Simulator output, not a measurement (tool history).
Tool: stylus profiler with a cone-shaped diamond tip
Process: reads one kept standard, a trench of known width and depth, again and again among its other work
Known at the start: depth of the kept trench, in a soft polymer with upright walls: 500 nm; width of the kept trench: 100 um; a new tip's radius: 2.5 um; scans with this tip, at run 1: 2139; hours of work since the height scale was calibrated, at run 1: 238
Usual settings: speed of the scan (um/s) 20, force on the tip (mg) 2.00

run	hour	speed of the scan (um/s)	force on the tip (mg)	scans with this tip	hours of work since the height scale was calibrated	depth of the trench (angstrom)	width of the trench's floor (nm)
1	0.0	20	2.00	2139	238	5034.3	96910
2	18.0	20	2.00	2250	250	5035.4	96860
3	33.6	20	1.65	2347	261	5029.3	96870
4	51.9	20	1.65	2460	273	5029.0	96850
5	74.8	20	2.00	2602	289	5033.7	96880
6	93.1	20	1.95	2715	302	5033.3	96850
7	104.1	20	2.00	2783	309	5034.4	96880
8	120.6	20	2.00	2885	321	5032.9	96850
9	141.8	49	2.00	3016	335	5034.1	96770
10	166.1	20	2.00	3167	352	5032.6	96870
11	183.5	51	2.00	3275	364	5032.1	96760
12	199.1	51	2.00	3371	375	5033.2	96750
13	212.8	7	2.00	3456	384	5032.8	96850
14	227.5	14	2.00	3547	394	5031.8	96830
15	248.9	56	2.00	3679	409	5031.7	96740
16	266.4	56	2.00	3788	421	5033.6	96790
17	286.7	56	2.00	3913	435	5032.6	96710
18	311.6	20	2.00	4067	452	5032.8	96820
19	334.1	20	1.07	4207	468	5019.8	96760
20	348.3	10	5.65	4295	477	5068.7	96860
21	362.5	67	4.78	4383	487	5061.0	96710
22	374.4	67	4.78	4456	495	5062.1	96690
23	393.5	10	0.90	4574	509	5017.2	96790
24	410.1	79	2.00	4677	520	5032.0	96620
25	431.0	11	2.18	4807	534	5033.2	96750
26	449.8	34	2.18	4923	547	5033.4	96690
27	470.3	16	1.33	5050	561	5024.1	96780
28	493.9	9	5.28	5196	578	5064.6	96740
29	508.4	32	1.91	5286	588	5030.1	96680
30	532.6	10	0.98	5435	604	5016.5	96770
31	557.1	6	1.10	5587	621	5019.7	96720
32	581.0	6	1.10	5735	638	5018.4	96780

Forecast run 33:
33	601.6	6	1.10	5863	652	?	?

depth of the trench (angstrom): 5018.4
width of the trench's floor (nm): 96720
Without the tool's hidden state the same run would have given depth of the trench (angstrom) 5024.5, width of the trench's floor (nm) 96970.

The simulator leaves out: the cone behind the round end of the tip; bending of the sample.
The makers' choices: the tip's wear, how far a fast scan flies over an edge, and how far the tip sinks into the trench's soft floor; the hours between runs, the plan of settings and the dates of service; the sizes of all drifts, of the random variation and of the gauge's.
